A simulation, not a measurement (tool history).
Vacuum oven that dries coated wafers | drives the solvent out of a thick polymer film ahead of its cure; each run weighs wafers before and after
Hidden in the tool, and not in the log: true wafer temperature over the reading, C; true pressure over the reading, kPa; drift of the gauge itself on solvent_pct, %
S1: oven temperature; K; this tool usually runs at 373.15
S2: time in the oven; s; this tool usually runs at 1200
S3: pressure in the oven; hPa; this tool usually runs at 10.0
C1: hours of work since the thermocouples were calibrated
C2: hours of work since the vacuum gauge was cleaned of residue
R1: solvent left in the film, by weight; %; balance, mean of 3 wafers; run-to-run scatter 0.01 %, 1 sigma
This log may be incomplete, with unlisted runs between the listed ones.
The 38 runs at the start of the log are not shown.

{"run": 39, "hour": 1178.9, "S1": 380.15, "S2": 600, "S3": 5.2, "C1": 776, "C2": 986, "R1": 2.34}
{"run": 40, "hour": 1203.4, "S1": 376.15, "S2": 840, "S3": 8.9, "C1": 795, "C2": 1005, "R1": 2.18}
{"run": 41, "hour": 1234.8, "S1": 359.15, "S2": 2160, "S3": 8.0, "C1": 819, "C2": 1030, "R1": 3.51}
{"run": 42, "hour": 1273.2, "S1": 364.15, "S2": 2160, "S3": 12.8, "C1": 849, "C2": 1059, "R1": 2.1}
{"run": 43, "hour": 1316.1, "S1": 364.15, "S2": 2160, "S3": 12.8, "C1": 882, "C2": 1093, "R1": 2.1}
{"run": 44, "hour": 1359.0, "S1": 367.15, "S2": 1140, "S3": 14.2, "C1": 916, "C2": 1126, "R1": 3.86}
{"run": 45, "hour": 1387.6, "S1": 358.15, "S2": 1680, "S3": 25.1, "C1": 938, "C2": 1149, "R1": 5.87}
{"run": 46, "hour": 1415.2, "S1": 382.15, "S2": 1500, "S3": 7.3, "C1": 960, "C2": 1170, "R1": 0.22}
{"run": 47, "hour": 1455.0, "S1": 360.15, "S2": 1320, "S3": 18.7, "C1": 991, "C2": 1201, "R1": 6.05}

Forecast each of these 4 alternatives for the next run:
{"hour": 1483.1, "done": "oven's thermocouples calibrated"}
{"run": "A", "hour": 1499.3, "S1": 373.15, "S2": 1200, "S3": 7.2, "C1": 13, "C2": 1234, "R1": "?"}
{"hour": 1483.1, "done": "oven's thermocouples calibrated"}
{"run": "B", "hour": 1499.3, "S1": 359.15, "S2": 1560, "S3": 19.4, "C1": 13, "C2": 1234, "R1": "?"}
{"hour": 1483.1, "done": "oven's thermocouples calibrated"}
{"run": "C", "hour": 1499.3, "S1": 375.15, "S2": 1320, "S3": 18.7, "C1": 13, "C2": 1234, "R1": "?"}
{"hour": 1483.1, "done": "oven's thermocouples calibrated"}
{"run": "D", "hour": 1499.3, "S1": 370.15, "S2": 1320, "S3": 6.9, "C1": 13, "C2": 1234, "R1": "?"}

run=A R1=1.62
run=B R1=5.63
run=C R1=1.28
run=D R1=2.06
Stripped of hidden state, with their random variation kept, the same runs would have yielded:
run=A R1=1.62
run=B R1=5.63
run=C R1=1.27
run=D R1=2.05
